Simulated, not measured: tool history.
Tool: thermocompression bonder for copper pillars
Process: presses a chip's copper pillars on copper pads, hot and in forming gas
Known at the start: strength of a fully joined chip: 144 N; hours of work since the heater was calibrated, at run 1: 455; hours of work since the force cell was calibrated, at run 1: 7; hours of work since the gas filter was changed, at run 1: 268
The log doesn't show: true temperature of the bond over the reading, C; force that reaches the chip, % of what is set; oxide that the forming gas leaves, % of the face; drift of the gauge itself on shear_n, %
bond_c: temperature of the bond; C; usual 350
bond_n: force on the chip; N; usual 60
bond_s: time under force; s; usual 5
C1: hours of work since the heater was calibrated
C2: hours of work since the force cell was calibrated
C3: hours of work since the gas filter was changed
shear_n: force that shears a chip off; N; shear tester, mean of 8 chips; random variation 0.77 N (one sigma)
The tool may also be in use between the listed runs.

{"run": 1, "hour": 0.0, "bond_c": 350, "bond_n": 60, "bond_s": 5, "C1": 455, "C2": 7, "C3": 268, "shear_n": 82.3}
{"run": 2, "hour": 14.6, "bond_c": 350, "bond_n": 60, "bond_s": 5, "C1": 465, "C2": 17, "C3": 278, "shear_n": 83.3}
{"hour": 31.6, "done": "forming gas filter changed"}
{"run": 3, "hour": 32.7, "bond_c": 350, "bond_n": 62, "bond_s": 5, "C1": 477, "C2": 29, "C3": 1, "shear_n": 85.8}
{"run": 4, "hour": 42.6, "bond_c": 350, "bond_n": 60, "bond_s": 5, "C1": 483, "C2": 35, "C3": 7, "shear_n": 83.3}
{"run": 5, "hour": 58.6, "bond_c": 350, "bond_n": 69, "bond_s": 5, "C1": 494, "C2": 46, "C3": 18, "shear_n": 93.4}
{"run": 6, "hour": 72.9, "bond_c": 350, "bond_n": 60, "bond_s": 5, "C1": 503, "C2": 55, "C3": 27, "shear_n": 83.4}
{"run": 7, "hour": 92.0, "bond_c": 350, "bond_n": 60, "bond_s": 5, "C1": 516, "C2": 68, "C3": 40, "shear_n": 81.5}
{"run": 8, "hour": 102.4, "bond_c": 350, "bond_n": 60, "bond_s": 5, "C1": 523, "C2": 75, "C3": 47, "shear_n": 84.1}
{"run": 9, "hour": 117.2, "bond_c": 350, "bond_n": 59, "bond_s": 5, "C1": 533, "C2": 85, "C3": 57, "shear_n": 80.1}
{"run": 10, "hour": 133.8, "bond_c": 350, "bond_n": 59, "bond_s": 5, "C1": 544, "C2": 96, "C3": 68, "shear_n": 81.1}
{"run": 11, "hour": 149.2, "bond_c": 350, "bond_n": 59, "bond_s": 5, "C1": 554, "C2": 106, "C3": 78, "shear_n": 82.0}
{"run": 12, "hour": 164.9, "bond_c": 350, "bond_n": 59, "bond_s": 5, "C1": 564, "C2": 116, "C3": 88, "shear_n": 81.6}
{"run": 13, "hour": 185.5, "bond_c": 350, "bond_n": 59, "bond_s": 5, "C1": 578, "C2": 130, "C3": 102, "shear_n": 80.1}
{"run": 14, "hour": 201.5, "bond_c": 376, "bond_n": 60, "bond_s": 5, "C1": 589, "C2": 141, "C3": 113, "shear_n": 102.2}
{"run": 15, "hour": 213.0, "bond_c": 350, "bond_n": 64, "bond_s": 5, "C1": 596, "C2": 148, "C3": 120, "shear_n": 87.9}
{"run": 16, "hour": 230.6, "bond_c": 350, "bond_n": 59, "bond_s": 5, "C1": 608, "C2": 160, "C3": 132, "shear_n": 79.6}
{"run": 17, "hour": 251.0, "bond_c": 350, "bond_n": 59, "bond_s": 5, "C1": 622, "C2": 173, "C3": 146, "shear_n": 82.8}
{"run": 18, "hour": 269.3, "bond_c": 350, "bond_n": 59, "bond_s": 5, "C1": 634, "C2": 186, "C3": 158, "shear_n": 81.4}
{"run": 19, "hour": 281.1, "bond_c": 350, "bond_n": 60, "bond_s": 5, "C1": 641, "C2": 193, "C3": 166, "shear_n": 83.2}
{"run": 20, "hour": 292.7, "bond_c": 350, "bond_n": 65, "bond_s": 5, "C1": 649, "C2": 201, "C3": 173, "shear_n": 89.9}
{"run": 21, "hour": 307.3, "bond_c": 350, "bond_n": 60, "bond_s": 5, "C1": 659, "C2": 211, "C3": 183, "shear_n": 81.3}
{"run": 22, "hour": 316.9, "bond_c": 349, "bond_n": 36, "bond_s": 5, "C1": 665, "C2": 217, "C3": 189, "shear_n": 49.5}
{"run": 23, "hour": 328.5, "bond_c": 350, "bond_n": 60, "bond_s": 11, "C1": 673, "C2": 225, "C3": 197, "shear_n": 102.1}
{"run": 24, "hour": 337.7, "bond_c": 325, "bond_n": 60, "bond_s": 12, "C1": 679, "C2": 231, "C3": 203, "shear_n": 84.7}
{"run": 25, "hour": 354.5, "bond_c": 361, "bond_n": 60, "bond_s": 8, "C1": 690, "C2": 242, "C3": 214, "shear_n": 103.9}
{"hour": 369.2, "done": "heater calibrated with a thermocouple chip"}
{"run": 26, "hour": 375.7, "bond_c": 370, "bond_n": 57, "bond_s": 5, "C1": 4, "C2": 255, "C3": 227, "shear_n": 92.6}
{"run": 27, "hour": 391.5, "bond_c": 370, "bond_n": 57, "bond_s": 5, "C1": 15, "C2": 265, "C3": 238, "shear_n": 92.8}
{"run": 28, "hour": 411.8, "bond_c": 373, "bond_n": 37, "bond_s": 5, "C1": 28, "C2": 279, "C3": 251, "shear_n": 65.1}
{"run": 29, "hour": 429.6, "bond_c": 373, "bond_n": 86, "bond_s": 5, "C1": 40, "C2": 291, "C3": 263, "shear_n": 122.4}
{"run": 30, "hour": 441.9, "bond_c": 373, "bond_n": 86, "bond_s": 5, "C1": 48, "C2": 299, "C3": 271, "shear_n": 121.9}
{"run": 31, "hour": 451.3, "bond_c": 345, "bond_n": 40, "bond_s": 3, "C1": 54, "C2": 305, "C3": 277, "shear_n": 42.1}
{"run": 32, "hour": 464.3, "bond_c": 362, "bond_n": 88, "bond_s": 11, "C1": 63, "C2": 314, "C3": 286, "shear_n": 133.4}
{"hour": 469.8, "done": "forming gas filter changed"}
{"run": 33, "hour": 485.6, "bond_c": 359, "bond_n": 83, "bond_s": 11, "C1": 77, "C2": 328, "C3": 11, "shear_n": 129.6}
{"run": 34, "hour": 506.5, "bond_c": 350, "bond_n": 48, "bond_s": 5, "C1": 91, "C2": 341, "C3": 24, "shear_n": 66.5}
{"run": 35, "hour": 520.7, "bond_c": 350, "bond_n": 36, "bond_s": 5, "C1": 100, "C2": 351, "C3": 34, "shear_n": 49.8}
{"run": 36, "hour": 530.2, "bond_c": 366, "bond_n": 36, "bond_s": 5, "C1": 107, "C2": 357, "C3": 40, "shear_n": 58.7}
{"run": 37, "hour": 550.2, "bond_c": 366, "bond_n": 36, "bond_s": 5, "C1": 120, "C2": 370, "C3": 53, "shear_n": 59.5}
{"run": 38, "hour": 568.8, "bond_c": 324, "bond_n": 81, "bond_s": 4, "C1": 132, "C2": 383, "C3": 66, "shear_n": 78.4}
{"run": 39, "hour": 587.6, "bond_c": 374, "bond_n": 48, "bond_s": 5, "C1": 145, "C2": 395, "C3": 78, "shear_n": 83.7}

Run 40 comes next. What will it give?
{"run": 40, "hour": 605.2, "bond_c": 374, "bond_n": 48, "bond_s": 5, "C1": 156, "C2": 407, "C3": 90, "shear_n": "?"}

Run 40 gave shear_n 84.5 N.
Without the tool's hidden state the same run would have given shear_n 84.7 N.

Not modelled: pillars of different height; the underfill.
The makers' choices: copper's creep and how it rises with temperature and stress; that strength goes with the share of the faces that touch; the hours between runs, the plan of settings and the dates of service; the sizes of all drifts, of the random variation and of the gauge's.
